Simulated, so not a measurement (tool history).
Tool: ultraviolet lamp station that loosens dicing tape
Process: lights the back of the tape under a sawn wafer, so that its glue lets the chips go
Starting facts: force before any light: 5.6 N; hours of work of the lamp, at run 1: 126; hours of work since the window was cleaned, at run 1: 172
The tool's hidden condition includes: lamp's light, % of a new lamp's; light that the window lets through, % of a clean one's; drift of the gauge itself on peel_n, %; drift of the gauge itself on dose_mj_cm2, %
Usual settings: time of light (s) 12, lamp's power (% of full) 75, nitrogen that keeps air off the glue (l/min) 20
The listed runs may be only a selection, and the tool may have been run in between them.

| run | day | time of light (s) | lamp's power (% of full) | nitrogen that keeps air off the glue (l/min) | hours of work of the lamp | hours of work since the window was cleaned | force that peels the tape off (N) | light that reached the tape (J/m2) |
|---|---|---|---|---|---|---|---|---|
| 1 | 0 | 12 | 75 | 20 | 126 | 172 | 0.194 | 4010 |
| 2 | 1.112 | 12 | 75 | 20 | 144 | 191 | 0.197 | 3930 |
| 3 | 2.771 | 12 | 75 | 20 | 172 | 219 | 0.187 | 3950 |
| 4 | 4.062 | 12 | 75 | 20 | 194 | 240 | 0.197 | 3960 |
| 5 | 5.75 | 12 | 75 | 20 | 222 | 269 | 0.193 | 3970 |
| 6 | 7.6 | 12 | 75 | 20 | 253 | 300 | 0.2 | 3970 |
| 7 | 9.55 | 12 | 75 | 20 | 286 | 333 | 0.201 | 3970 |
| 8 | 11.45 | 12 | 75 | 20 | 318 | 365 | 0.187 | 3940 |
| 9 | 12.458 | 12 | 75 | 20 | 335 | 382 | 0.189 | 3950 |
| 10 | 13.754 | 12 | 75 | 20 | 357 | 403 | 0.19 | 3970 |
| 11 | 15.596 | 12 | 75 | 20 | 388 | 434 | 0.19 | 3950 |
| 12 | 17.104 | 12 | 75 | 20 | 413 | 460 | 0.189 | 3930 |
| 13 | 18.992 | 22 | 80 | 20 | 445 | 492 | 0.09 | 7760 |
| 14 | 20.2 | 22 | 75 | 13 | 466 | 512 | 0.104 | 7210 |
| 15 | 21.304 | 12 | 75 | 12 | 484 | 530 | 0.274 | 3940 |
| 16 | 22.767 | 12 | 97 | 33 | 509 | 555 | 0.111 | 5110 |
| 17 | 23.646 | 10 | 97 | 14 | 523 | 570 | 0.199 | 4290 |
| 18 | 24.8 | 8 | 75 | 20 | 543 | 589 | 0.479 | 2640 |
|  | 25.604 | window cleaned of glue's vapour |
| 19 | 26.7 | 15 | 75 | 20 | 575 | 18 | 0.125 | 4940 |
| 20 | 27.942 | 14 | 74 | 14 | 595 | 39 | 0.179 | 4610 |
| 21 | 28.896 | 16 | 75 | 25 | 612 | 55 | 0.108 | 5210 |
| 22 | 30.954 | 16 | 75 | 25 | 646 | 90 | 0.105 | 5270 |
| 23 | 32.462 | 20 | 75 | 20 | 671 | 115 | 0.106 | 6650 |

Forecast each of these 4 alternatives for the next run:
| A | 33.458 | 14 | 75 | 13 | 688 | 132 | ? | ? |
| B | 33.458 | 12 | 77 | 10 | 688 | 132 | ? | ? |
| C | 33.458 | 11 | 62 | 35 | 688 | 132 | ? | ? |
| D | 33.458 | 16 | 75 | 6 | 688 | 132 | ? | ? |

| run | force that peels the tape off (N) | light that reached the tape (J/m2) |
|---|---|---|
| A | 0.188 | 4640 |
| B | 0.305 | 4040 |
| C | 0.271 | 2980 |
| D | 0.239 | 5290 |
Without the tool's hidden state the same runs would have given:
| run | force that peels the tape off (N) | light that reached the tape (J/m2) |
|---|---|---|
| A | 0.188 | 4650 |
| B | 0.303 | 4050 |
| C | 0.27 | 2980 |
| D | 0.238 | 5300 |

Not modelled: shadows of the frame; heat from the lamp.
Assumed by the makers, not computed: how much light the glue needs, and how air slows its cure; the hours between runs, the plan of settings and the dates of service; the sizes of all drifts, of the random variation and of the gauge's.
